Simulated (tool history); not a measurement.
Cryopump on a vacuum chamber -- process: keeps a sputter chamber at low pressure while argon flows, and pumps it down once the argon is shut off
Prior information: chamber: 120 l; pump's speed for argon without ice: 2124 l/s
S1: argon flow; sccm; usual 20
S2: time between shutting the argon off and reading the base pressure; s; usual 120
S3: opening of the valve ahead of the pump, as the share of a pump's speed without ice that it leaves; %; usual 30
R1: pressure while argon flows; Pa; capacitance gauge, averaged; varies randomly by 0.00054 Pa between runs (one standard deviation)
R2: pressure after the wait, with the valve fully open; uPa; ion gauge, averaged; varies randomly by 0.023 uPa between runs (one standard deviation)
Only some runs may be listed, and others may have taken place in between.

{"run": 1, "hour": 0.0, "S1": 20, "S2": 120, "S3": 30, "R1": 0.0565, "R2": 1.79}
{"run": 2, "hour": 12.4, "S1": 20, "S2": 290, "S3": 30, "R1": 0.0577, "R2": 1.43}
{"run": 3, "hour": 25.3, "S1": 20, "S2": 120, "S3": 30, "R1": 0.0568, "R2": 1.78}
{"run": 4, "hour": 39.5, "S1": 20, "S2": 120, "S3": 30, "R1": 0.057, "R2": 1.79}
{"run": 5, "hour": 56.0, "S1": 20, "S2": 120, "S3": 30, "R1": 0.0571, "R2": 1.77}
{"run": 6, "hour": 71.3, "S1": 20, "S2": 120, "S3": 30, "R1": 0.0573, "R2": 1.8}
{"run": 7, "hour": 82.5, "S1": 20, "S2": 120, "S3": 30, "R1": 0.0566, "R2": 1.8}
{"run": 8, "hour": 91.8, "S1": 20, "S2": 120, "S3": 30, "R1": 0.0578, "R2": 1.84}
{"run": 9, "hour": 101.5, "S1": 20, "S2": 120, "S3": 30, "R1": 0.0578, "R2": 1.84}
{"run": 10, "hour": 112.0, "S1": 20, "S2": 42, "S3": 30, "R1": 0.0578, "R2": 2.82}
{"hour": 127.0, "done": "pump warmed up, emptied and cooled again"}
{"run": 11, "hour": 135.8, "S1": 20, "S2": 42, "S3": 30, "R1": 0.0521, "R2": 2.63}
{"run": 12, "hour": 149.2, "S1": 20, "S2": 120, "S3": 30, "R1": 0.0535, "R2": 1.55}
{"run": 13, "hour": 163.0, "S1": 20, "S2": 120, "S3": 30, "R1": 0.0533, "R2": 1.53}
{"run": 14, "hour": 172.7, "S1": 20, "S2": 120, "S3": 30, "R1": 0.0535, "R2": 1.53}
{"run": 15, "hour": 188.9, "S1": 15, "S2": 210, "S3": 57, "R1": 0.0222, "R2": 1.37}
{"run": 16, "hour": 204.8, "S1": 20, "S2": 199, "S3": 28, "R1": 0.0572, "R2": 1.37}
{"run": 17, "hour": 218.1, "S1": 30, "S2": 120, "S3": 57, "R1": 0.0433, "R2": 1.62}
{"run": 18, "hour": 230.4, "S1": 25, "S2": 126, "S3": 22, "R1": 0.092, "R2": 1.58}
{"run": 19, "hour": 245.6, "S1": 25, "S2": 126, "S3": 22, "R1": 0.0923, "R2": 1.6}
{"run": 20, "hour": 259.9, "S1": 9, "S2": 117, "S3": 30, "R1": 0.0243, "R2": 1.65}
{"run": 21, "hour": 275.9, "S1": 23, "S2": 180, "S3": 24, "R1": 0.0782, "R2": 1.51}
{"run": 22, "hour": 293.5, "S1": 8, "S2": 180, "S3": 24, "R1": 0.0284, "R2": 1.53}
{"run": 23, "hour": 311.5, "S1": 8, "S2": 180, "S3": 24, "R1": 0.0263, "R2": 1.46}
{"run": 24, "hour": 322.1, "S1": 9, "S2": 33, "S3": 20, "R1": 0.0366, "R2": 3.25}
{"run": 25, "hour": 331.2, "S1": 36, "S2": 120, "S3": 50, "R1": 0.0609, "R2": 1.71}

3 options for the next run, each taken on its own from the tool as it stands now. Forecast them:
{"run": "A", "hour": 339.7, "S1": 20, "S2": 27, "S3": 38, "R1": "?", "R2": "?"}
{"run": "B", "hour": 339.7, "S1": 14, "S2": 152, "S3": 45, "R1": "?", "R2": "?"}
{"run": "C", "hour": 339.7, "S1": 36, "S2": 33, "S3": 20, "R1": "?", "R2": "?"}

run=A R1=0.0436 R2=3.75
run=B R1=0.0260 R2=1.63
run=C R1=0.1471 R2=3.18
Without the tool's unlogged condition, the same runs would have read:
run=A R1=0.0419 R2=2.69
run=B R1=0.0248 R2=0.61
run=C R1=0.1439 R2=2.16

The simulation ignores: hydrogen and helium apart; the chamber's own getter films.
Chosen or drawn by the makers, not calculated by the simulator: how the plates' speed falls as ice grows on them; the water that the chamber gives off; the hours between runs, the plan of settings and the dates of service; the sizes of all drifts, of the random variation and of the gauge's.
